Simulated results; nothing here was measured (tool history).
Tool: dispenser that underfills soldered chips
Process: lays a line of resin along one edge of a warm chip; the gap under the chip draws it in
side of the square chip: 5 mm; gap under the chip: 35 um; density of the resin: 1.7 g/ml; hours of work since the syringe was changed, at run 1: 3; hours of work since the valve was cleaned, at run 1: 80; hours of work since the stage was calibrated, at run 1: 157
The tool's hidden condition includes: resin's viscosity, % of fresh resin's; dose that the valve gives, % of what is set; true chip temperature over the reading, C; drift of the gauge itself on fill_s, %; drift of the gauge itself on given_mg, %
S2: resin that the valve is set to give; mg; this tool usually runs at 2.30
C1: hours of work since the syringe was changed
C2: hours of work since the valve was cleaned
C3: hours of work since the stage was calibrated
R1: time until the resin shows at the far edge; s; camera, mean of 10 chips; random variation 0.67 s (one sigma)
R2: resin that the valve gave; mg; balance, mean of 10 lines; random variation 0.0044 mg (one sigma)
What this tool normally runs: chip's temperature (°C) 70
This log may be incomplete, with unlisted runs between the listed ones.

run 1 day=0.000 | chip's_temperature_(°C)=70 S2=2.30 | C1=3 C2=80 C3=157 | R1=73.3 R2=2.235
-- day=0.338 new syringe of resin
run 2 day=0.383 | chip's_temperature_(°C)=70 S2=2.30 | C1=1 C2=86 C3=163 | R1=63.9 R2=2.233
-- day=0.658 dispensing valve cleaned and set on the balance
run 3 day=0.788 | chip's_temperature_(°C)=70 S2=2.30 | C1=6 C2=2 C3=168 | R1=85.3 R2=2.299
-- day=0.921 new syringe of resin
run 4 day=1.250 | chip's_temperature_(°C)=64 S2=2.30 | C1=5 C2=8 C3=174 | R1=101.2 R2=2.291
-- day=1.462 new syringe of resin
run 5 day=1.642 | chip's_temperature_(°C)=64 S2=2.30 | C1=3 C2=14 C3=180 | R1=92.7 R2=2.286
run 6 day=1.904 | chip's_temperature_(°C)=64 S2=2.30 | C1=6 C2=18 C3=184 | R1=113.5 R2=2.279
-- day=2.025 new syringe of resin
run 7 day=2.308 | chip's_temperature_(°C)=70 S2=2.55 | C1=4 C2=23 C3=189 | R1=75.0 R2=2.526
-- day=2.583 new syringe of resin
run 8 day=2.654 | chip's_temperature_(°C)=70 S2=2.55 | C1=1 C2=28 C3=194 | R1=63.3 R2=2.530
run 9 day=2.958 | chip's_temperature_(°C)=70 S2=2.30 | C1=5 C2=33 C3=198 | R1=84.3 R2=2.270
-- day=3.117 new syringe of resin
run 10 day=3.229 | chip's_temperature_(°C)=70 S2=2.30 | C1=2 C2=36 C3=202 | R1=66.2 R2=2.273
run 11 day=3.538 | chip's_temperature_(°C)=70 S2=2.61 | C1=6 C2=41 C3=207 | R1=85.5 R2=2.569
-- day=3.662 new syringe of resin
run 12 day=3.854 | chip's_temperature_(°C)=70 S2=2.61 | C1=3 C2=45 C3=211 | R1=70.8 R2=2.568
run 13 day=4.129 | chip's_temperature_(°C)=82 S2=2.30 | C1=7 C2=49 C3=215 | R1=56.3 R2=2.269
-- day=4.229 new syringe of resin
run 14 day=4.562 | chip's_temperature_(°C)=70 S2=2.30 | C1=5 C2=55 C3=221 | R1=82.0 R2=2.257
-- day=4.767 new syringe of resin
run 15 day=4.850 | chip's_temperature_(°C)=70 S2=2.63 | C1=1 C2=59 C3=225 | R1=64.8 R2=2.575
run 16 day=5.200 | chip's_temperature_(°C)=70 S2=2.63 | C1=6 C2=64 C3=230 | R1=88.2 R2=2.589
-- day=5.312 new syringe of resin
run 17 day=5.404 | chip's_temperature_(°C)=70 S2=2.63 | C1=1 C2=67 C3=233 | R1=65.0 R2=2.576
run 18 day=5.767 | chip's_temperature_(°C)=70 S2=2.73 | C1=7 C2=72 C3=238 | R1=88.3 R2=2.662
-- day=5.871 new syringe of resin
run 19 day=6.075 | chip's_temperature_(°C)=70 S2=2.05 | C1=3 C2=77 C3=242 | R1=74.3 R2=1.994
-- day=6.412 new syringe of resin
run 20 day=6.500 | chip's_temperature_(°C)=70 S2=2.05 | C1=1 C2=83 C3=248 | R1=68.8 R2=1.992
run 21 day=6.775 | chip's_temperature_(°C)=59 S2=2.10 | C1=5 C2=86 C3=252 | R1=136.7 R2=2.038
-- day=6.950 new syringe of resin
-- day=7.017 dispensing valve cleaned and set on the balance
run 22 day=7.017 | chip's_temperature_(°C)=59 S2=2.10 | C1=0 C2=0 C3=255 | R1=101.7 R2=2.090
run 23 day=7.375 | chip's_temperature_(°C)=59 S2=2.10 | C1=6 C2=5 C3=260 | R1=137.2 R2=2.094
-- day=7.542 new syringe of resin
run 24 day=7.650 | chip's_temperature_(°C)=75 S2=2.62 | C1=2 C2=9 C3=264 | R1=54.1 R2=2.615
run 25 day=8.008 | chip's_temperature_(°C)=75 S2=2.62 | C1=7 C2=14 C3=269 | R1=73.8 R2=2.595
-- day=8.112 new syringe of resin
run 26 day=8.458 | chip's_temperature_(°C)=75 S2=2.62 | C1=5 C2=21 C3=276 | R1=65.7 R2=2.601
-- day=8.650 new syringe of resin
run 27 day=8.888 | chip's_temperature_(°C)=81 S2=2.08 | C1=3 C2=27 C3=282 | R1=49.7 R2=2.063
-- day=9.204 new syringe of resin
run 28 day=9.233 | chip's_temperature_(°C)=60 S2=2.05 | C1=0 C2=31 C3=286 | R1=99.7 R2=2.017
run 29 day=9.642 | chip's_temperature_(°C)=60 S2=2.05 | C1=6 C2=37 C3=292 | R1=139.8 R2=2.030
-- day=9.746 new syringe of resin
run 30 day=9.975 | chip's_temperature_(°C)=60 S2=2.05 | C1=3 C2=42 C3=297 | R1=115.8 R2=2.015
run 31 day=10.171 | chip's_temperature_(°C)=60 S2=2.05 | C1=6 C2=45 C3=300 | R1=136.2 R2=2.023
-- day=10.312 new syringe of resin
run 32 day=10.579 | chip's_temperature_(°C)=57 S2=2.93 | C1=4 C2=50 C3=306 | R1=135.4 R2=2.882
-- day=10.875 new syringe of resin
run 33 day=10.967 | chip's_temperature_(°C)=79 S2=2.34 | C1=1 C2=56 C3=311 | R1=45.7 R2=2.297
run 34 day=11.246 | chip's_temperature_(°C)=79 S2=2.34 | C1=5 C2=60 C3=315 | R1=58.0 R2=2.291
-- day=11.446 new syringe of resin
run 35 day=11.600 | chip's_temperature_(°C)=59 S2=2.55 | C1=2 C2=65 C3=320 | R1=111.3 R2=2.493
run 36 day=11.842 | chip's_temperature_(°C)=59 S2=2.55 | C1=6 C2=68 C3=323 | R1=138.3 R2=2.494

3 options for the next run, each taken on its own from the tool as it stands now. Forecast them:
-- day=11.979 new syringe of resin
run A day=12.242 | chip's_temperature_(°C)=71 S2=2.30 | C1=4 C2=74 C3=329 | R1=? R2=?
-- day=11.979 new syringe of resin
run B day=12.242 | chip's_temperature_(°C)=67 S2=2.08 | C1=4 C2=74 C3=329 | R1=? R2=?
-- day=11.979 new syringe of resin
run C day=12.242 | chip's_temperature_(°C)=66 S2=2.38 | C1=4 C2=74 C3=329 | R1=? R2=?

run=A R1=74.8 R2=2.249
run=B R1=89.3 R2=2.027
run=C R1=91.5 R2=2.323
Without the tool's hidden state the same runs would have given:
run=A R1=58.1 R2=2.304
run=B R1=69.1 R2=2.077
run=C R1=71.0 R2=2.380

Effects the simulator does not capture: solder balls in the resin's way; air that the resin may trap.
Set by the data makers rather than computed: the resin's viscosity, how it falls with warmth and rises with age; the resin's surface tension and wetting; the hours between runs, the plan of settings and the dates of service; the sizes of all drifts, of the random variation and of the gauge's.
